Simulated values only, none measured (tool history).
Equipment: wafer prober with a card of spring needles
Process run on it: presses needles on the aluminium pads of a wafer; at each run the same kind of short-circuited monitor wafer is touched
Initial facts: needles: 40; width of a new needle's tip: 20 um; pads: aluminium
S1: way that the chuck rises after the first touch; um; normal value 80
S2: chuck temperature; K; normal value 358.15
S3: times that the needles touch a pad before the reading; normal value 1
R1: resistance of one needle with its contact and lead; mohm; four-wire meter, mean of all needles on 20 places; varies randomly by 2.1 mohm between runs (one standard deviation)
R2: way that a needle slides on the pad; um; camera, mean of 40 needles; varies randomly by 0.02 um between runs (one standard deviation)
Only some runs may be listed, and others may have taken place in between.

run 1 hour=0 | S1=80 S2=358.15 S3=1 | R1=233 R2=13.65
-- hour=9.2 tips cleaned on abrasive film
-- hour=25.4 tips cleaned on abrasive film
run 2 hour=32.5 | S1=80 S2=358.15 S3=1 | R1=239 R2=13.55
-- hour=41.2 tips cleaned on abrasive film
-- hour=56.3 tips cleaned on abrasive film
run 3 hour=56.3 | S1=80 S2=363.15 S3=1 | R1=227 R2=13.53
-- hour=71.1 tips cleaned on abrasive film
-- hour=76.2 height of the first contact set anew
-- hour=86.6 tips cleaned on abrasive film
run 4 hour=91.1 | S1=80 S2=363.15 S3=1 | R1=233 R2=13.74
-- hour=102.5 tips cleaned on abrasive film
run 5 hour=115.3 | S1=80 S2=363.15 S3=1 | R1=249 R2=13.72
-- hour=117 tips cleaned on abrasive film
-- hour=133.2 tips cleaned on abrasive film
run 6 hour=135.8 | S1=80 S2=358.15 S3=2 | R1=230 R2=13.73
-- hour=140.9 tips cleaned on abrasive film, once more
run 7 hour=154.4 | S1=80 S2=358.15 S3=2 | R1=230 R2=13.68
-- hour=156.8 tips cleaned on abrasive film
-- hour=172.9 tips cleaned on abrasive film
run 8 hour=186.2 | S1=80 S2=345.15 S3=1 | R1=241 R2=13.68
-- hour=189.7 tips cleaned on abrasive film
-- hour=204.1 tips cleaned on abrasive film
run 9 hour=204.1 | S1=72 S2=345.15 S3=1 | R1=225 R2=12.27
-- hour=219.6 tips cleaned on abrasive film
run 10 hour=230.9 | S1=72 S2=345.15 S3=1 | R1=249 R2=12.27
-- hour=234.1 tips cleaned on abrasive film
-- hour=248.8 tips cleaned on abrasive film
-- hour=262.9 tips cleaned on abrasive film
run 11 hour=270.5 | S1=74 S2=358.15 S3=1 | R1=240 R2=12.57
-- hour=277.2 tips cleaned on abrasive film
run 12 hour=286.6 | S1=60 S2=324.15 S3=2 | R1=242 R2=10.15
-- hour=292 tips cleaned on abrasive film
-- hour=307.5 tips cleaned on abrasive film
-- hour=321.6 tips cleaned on abrasive film
-- hour=321.9 height of the first contact set anew
run 13 hour=322.5 | S1=60 S2=383.15 S3=2 | R1=245 R2=10.29
-- hour=337.6 tips cleaned on abrasive film
run 14 hour=350.1 | S1=60 S2=383.15 S3=2 | R1=255 R2=10.28
-- hour=353.2 tips cleaned on abrasive film
-- hour=368.9 tips cleaned on abrasive film
run 15 hour=371.4 | S1=80 S2=312.15 S3=1 | R1=222 R2=13.73
-- hour=383.2 tips cleaned on abrasive film
-- hour=398.3 tips cleaned on abrasive film
run 16 hour=406.1 | S1=95 S2=385.15 S3=1 | R1=238 R2=16.25
-- hour=412.7 tips cleaned on abrasive film
-- hour=426.7 tips cleaned on abrasive film
run 17 hour=435.7 | S1=80 S2=312.15 S3=2 | R1=226 R2=13.65
-- hour=441.2 tips cleaned on abrasive film
-- hour=456.8 tips cleaned on abrasive film
run 18 hour=468.5 | S1=80 S2=331.15 S3=3 | R1=224 R2=13.66
-- hour=471.5 tips cleaned on abrasive film
-- hour=486.5 tips cleaned on abrasive film
-- hour=500.8 tips cleaned on abrasive film
run 19 hour=500.8 | S1=80 S2=331.15 S3=3 | R1=218 R2=13.63

Each row is a separate what-if for the run after 19, all from the same tool condition, not one after another. Results?
-- hour=517.6 tips cleaned on abrasive film
run A hour=529.1 | S1=71 S2=300.15 S3=1 | R1=? R2=?
-- hour=517.6 tips cleaned on abrasive film
run B hour=529.1 | S1=78 S2=341.15 S3=2 | R1=? R2=?
-- hour=517.6 tips cleaned on abrasive film
run C hour=529.1 | S1=80 S2=301.15 S3=1 | R1=? R2=?
-- hour=517.6 tips cleaned on abrasive film
run D hour=529.1 | S1=68 S2=358.15 S3=1 | R1=? R2=?

run=A R1=240 R2=12.07
run=B R1=232 R2=13.28
run=C R1=229 R2=13.61
run=D R1=251 R2=11.57
Had the tool no hidden state, the same runs would have come out as:
run=A R1=212 R2=12.2
run=B R1=219 R2=13.4
run=C R1=207 R2=13.73
run=D R1=223 R2=11.69

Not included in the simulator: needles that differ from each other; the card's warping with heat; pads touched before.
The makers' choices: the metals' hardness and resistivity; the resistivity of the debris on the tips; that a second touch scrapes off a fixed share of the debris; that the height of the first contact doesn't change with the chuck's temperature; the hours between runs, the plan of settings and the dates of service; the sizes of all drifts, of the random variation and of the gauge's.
